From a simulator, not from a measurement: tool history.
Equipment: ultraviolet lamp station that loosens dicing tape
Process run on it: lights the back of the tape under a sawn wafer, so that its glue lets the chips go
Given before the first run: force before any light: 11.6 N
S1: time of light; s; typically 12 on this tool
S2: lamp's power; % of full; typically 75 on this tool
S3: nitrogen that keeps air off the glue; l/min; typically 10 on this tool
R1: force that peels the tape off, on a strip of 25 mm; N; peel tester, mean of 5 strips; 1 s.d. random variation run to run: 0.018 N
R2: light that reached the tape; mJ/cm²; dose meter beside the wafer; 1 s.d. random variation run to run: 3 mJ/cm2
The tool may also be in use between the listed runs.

run   hour  S1  S2  S3     R1   R2
  1      0  12  75  10  0.877  438
  2   16.3  12  75  10  0.874  437
  3   28.3  12  75  10  0.878  440
  4     50  24  75  10  0.269  881
  5   67.7  24  75  10  0.275  866
  6   91.6  24  75  10   0.27  866
  7  109.8  24  75  10  0.277  869
  8  123.8  24  75  10  0.263  874
  9  137.9  12  75  10  0.866  437
 10  150.9  12  75  10  0.864  433
 11  167.1  12  75  10  0.849  437
 12  187.7  10  75  10  1.224  362
 13  202.5  12  75  10  0.839  439
 14  216.4  12  75  10  0.858  438
 15  240.1  12  76  10  0.829  443
 16  263.7  12  75  10  0.847  436
 17    274  18  75  20  0.279  658
 18  295.6  18  75  20  0.279  644
 19  317.4  18  75  20  0.278  647
 20  338.4  18  75  20  0.283  653
     362.1  -- window cleaned of glue's vapour
 21  362.1  18  75  20  0.275  655
 22  374.2  18  75  20  0.276  654

The next listed run, before its measurement:
 23  391.7  18  86   9   ?   ?

{"run 23": {"R1": 0.332, "R2": 754}}
With no hidden state in the tool, this same run would have given R1 0.331 N, R2 756 mJ/cm².

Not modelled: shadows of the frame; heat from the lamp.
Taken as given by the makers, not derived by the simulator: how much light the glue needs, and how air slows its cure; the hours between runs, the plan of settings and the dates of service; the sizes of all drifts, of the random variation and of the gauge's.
